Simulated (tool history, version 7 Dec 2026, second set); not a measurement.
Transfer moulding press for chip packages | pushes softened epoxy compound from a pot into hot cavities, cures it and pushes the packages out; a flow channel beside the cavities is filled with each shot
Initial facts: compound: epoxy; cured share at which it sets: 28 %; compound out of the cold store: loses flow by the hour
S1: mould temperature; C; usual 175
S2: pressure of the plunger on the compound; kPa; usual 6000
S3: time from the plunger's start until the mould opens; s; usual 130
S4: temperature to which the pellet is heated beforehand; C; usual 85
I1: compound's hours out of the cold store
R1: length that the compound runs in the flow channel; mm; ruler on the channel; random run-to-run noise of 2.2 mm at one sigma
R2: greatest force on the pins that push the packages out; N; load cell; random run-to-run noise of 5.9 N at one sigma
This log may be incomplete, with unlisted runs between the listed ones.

run,day,S1,S2,S3,S4,I1,R1,R2
1,0.000,175,6000,130,85,43.2,739,368
# day 0.850: cavities cleaned with cleaning compound and waxed
2,1.467,175,6000,159,85,11.6,901,226
3,2.988,175,6000,130,85,9.3,914,317
4,4.283,175,6000,130,85,45.7,719,329
5,5.112,175,6000,130,85,20.1,848,378
6,6.088,175,6000,130,85,29.5,796,355
# day 6.350: cavities cleaned with cleaning compound and waxed
7,7.833,175,6000,130,85,26.9,806,264
# day 8.438: plunger's sealing rings changed
8,8.762,175,6000,137,85,27.9,826,296
9,9.775,175,6000,130,79,42.6,748,332
10,11.417,175,6000,130,79,19.3,862,372
# day 12.017: cavities cleaned with cleaning compound and waxed
11,12.979,175,6000,130,85,39.1,761,253
12,13.838,175,6000,130,85,29.6,806,285
13,14.800,175,6000,165,85,47.8,717,279
# day 15.121: mould's thermocouples calibrated
14,15.788,175,6000,165,85,31.0,799,296
15,16.862,175,6000,130,77,34.0,784,369
# day 17.617: cavities cleaned with cleaning compound and waxed
16,17.862,175,4720,130,85,17.4,771,235
17,19.029,180,5590,130,80,36.8,721,240
18,20.042,178,7100,160,93,16.8,929,267
19,20.883,178,7100,160,93,12.2,958,297
20,21.604,178,7100,160,93,47.5,763,294
21,22.312,178,7100,160,93,8.2,980,317
# day 22.896: plunger's sealing rings changed
# day 23.196: cavities cleaned with cleaning compound and waxed
22,23.742,178,7100,160,93,36.4,840,218
23,24.800,175,6000,146,85,25.5,838,266
24,26.417,175,6000,146,85,18.3,873,315
25,27.379,180,5520,113,86,15.3,831,343
# day 28.662: cavities cleaned with cleaning compound and waxed
26,28.667,180,7320,136,92,25.5,892,185
27,29.888,180,7320,136,92,14.7,955,235

For each run, the measured value with the value that run would have given without the tool's hidden condition subtracted. The run-to-run variation is shared by both, the gauge scatter possibly not:
The tool's hidden condition here consists of: true mould temperature over the reading, C; pressure that reaches the compound, % of what is set; grip of the stained cavities, % over clean ones'; drift of the gauge itself on flow_mm, %; drift of the gauge itself on push_out_n, %.
run,R1,R2
1,-13,+158
2,-18,+30
3,-22,+90
4,-19,+123
5,-24,+148
6,-24,+158
7,-27,+61
8,-5,+92
9,-7,+119
10,-10,+157
11,-12,+43
12,-14,+77
13,-13,+97
14,-11,+120
15,-13,+166
16,-14,+23
17,-16,+60
18,-22,+91
19,-24,+115
20,-21,+125
21,-28,+139
22,-1,+26
23,-3,+69
24,-7,+118
25,-8,+144
26,-11,+2
27,-14,+52

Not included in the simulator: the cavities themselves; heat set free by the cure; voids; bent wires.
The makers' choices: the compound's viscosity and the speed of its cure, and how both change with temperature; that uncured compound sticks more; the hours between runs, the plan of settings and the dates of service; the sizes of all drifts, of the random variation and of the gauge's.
